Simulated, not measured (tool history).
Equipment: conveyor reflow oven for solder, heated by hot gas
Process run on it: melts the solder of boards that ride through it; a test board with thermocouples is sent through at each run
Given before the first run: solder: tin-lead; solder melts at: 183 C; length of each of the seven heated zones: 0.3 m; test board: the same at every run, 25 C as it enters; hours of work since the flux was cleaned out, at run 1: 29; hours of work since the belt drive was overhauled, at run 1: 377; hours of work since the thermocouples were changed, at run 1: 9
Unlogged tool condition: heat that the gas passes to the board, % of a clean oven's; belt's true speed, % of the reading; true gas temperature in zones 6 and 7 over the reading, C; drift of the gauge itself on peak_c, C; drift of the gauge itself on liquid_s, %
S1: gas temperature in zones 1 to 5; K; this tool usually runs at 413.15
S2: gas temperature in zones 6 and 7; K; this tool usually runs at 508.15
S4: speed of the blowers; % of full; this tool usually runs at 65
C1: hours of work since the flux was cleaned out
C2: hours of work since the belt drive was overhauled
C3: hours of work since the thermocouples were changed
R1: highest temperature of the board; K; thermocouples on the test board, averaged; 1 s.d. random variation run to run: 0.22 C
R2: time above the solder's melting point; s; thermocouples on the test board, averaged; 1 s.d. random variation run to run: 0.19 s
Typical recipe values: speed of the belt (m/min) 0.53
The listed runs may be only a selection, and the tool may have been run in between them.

run 1 hour=0 | S1=413.15 S2=508.15 speed_of_the_belt_(m/min)=0.53 S4=65 | C1=29 C2=377 C3=9 | R1=489.85 R2=51.5
run 2 hour=14.6 | S1=413.15 S2=508.15 speed_of_the_belt_(m/min)=0.53 S4=65 | C1=39 C2=388 C3=19 | R1=489.85 R2=51.4
run 3 hour=33.1 | S1=413.15 S2=508.15 speed_of_the_belt_(m/min)=0.53 S4=65 | C1=53 C2=401 C3=32 | R1=490.35 R2=51.3
run 4 hour=42.8 | S1=413.15 S2=508.15 speed_of_the_belt_(m/min)=0.53 S4=65 | C1=60 C2=408 C3=39 | R1=490.15 R2=51.2
run 5 hour=55.7 | S1=413.15 S2=508.15 speed_of_the_belt_(m/min)=0.53 S4=65 | C1=69 C2=417 C3=48 | R1=489.75 R2=51.3
run 6 hour=74.4 | S1=413.15 S2=508.15 speed_of_the_belt_(m/min)=0.53 S4=65 | C1=82 C2=430 C3=62 | R1=489.75 R2=51.1
run 7 hour=88.4 | S1=413.15 S2=508.15 speed_of_the_belt_(m/min)=0.53 S4=65 | C1=92 C2=440 C3=72 | R1=490.25 R2=51.2
run 8 hour=96.9 | S1=413.15 S2=508.15 speed_of_the_belt_(m/min)=0.619 S4=65 | C1=98 C2=447 C3=78 | R1=484.25 R2=39.4
run 9 hour=107.6 | S1=413.15 S2=508.15 speed_of_the_belt_(m/min)=0.619 S4=65 | C1=106 C2=454 C3=85 | R1=484.25 R2=39.3
run 10 hour=119.4 | S1=413.15 S2=508.15 speed_of_the_belt_(m/min)=0.53 S4=65 | C1=114 C2=463 C3=94 | R1=489.75 R2=51.2
run 11 hour=132.9 | S1=413.15 S2=508.15 speed_of_the_belt_(m/min)=0.53 S4=65 | C1=124 C2=472 C3=104 | R1=489.95 R2=51
run 12 hour=152.6 | S1=413.15 S2=496.15 speed_of_the_belt_(m/min)=0.53 S4=65 | C1=138 C2=486 C3=118 | R1=480.05 R2=42.9
run 13 hour=170.2 | S1=413.15 S2=496.15 speed_of_the_belt_(m/min)=0.53 S4=65 | C1=150 C2=499 C3=130 | R1=479.35 R2=43.1
run 14 hour=187.9 | S1=409.15 S2=508.15 speed_of_the_belt_(m/min)=0.53 S4=65 | C1=163 C2=512 C3=143 | R1=488.95 R2=49
run 15 hour=203.5 | S1=409.15 S2=508.15 speed_of_the_belt_(m/min)=0.53 S4=65 | C1=174 C2=523 C3=154 | R1=489.35 R2=48.7
run 16 hour=221.3 | S1=413.15 S2=511.15 speed_of_the_belt_(m/min)=0.49 S4=65 | C1=187 C2=535 C3=167 | R1=494.45 R2=59
-- hour=237.5 flux residue cleaned out of gas plates and filters
run 17 hour=244.5 | S1=411.15 S2=511.15 speed_of_the_belt_(m/min)=0.49 S4=60 | C1=5 C2=548 C3=180 | R1=493.25 R2=57.7

Run 18, settings as shown, results not yet in. Your forecast:
run 18 hour=257.9 | S1=420.15 S2=498.15 speed_of_the_belt_(m/min)=0.447 S4=65 | C1=15 C2=558 C3=189 | R1=? R2=?

{"run 18": {"R1": 487.95, "R2": 63.4}}
On a tool with no hidden condition, and with the same random variation, this run would have come out at R1 487.65 K, R2 62.6 s.

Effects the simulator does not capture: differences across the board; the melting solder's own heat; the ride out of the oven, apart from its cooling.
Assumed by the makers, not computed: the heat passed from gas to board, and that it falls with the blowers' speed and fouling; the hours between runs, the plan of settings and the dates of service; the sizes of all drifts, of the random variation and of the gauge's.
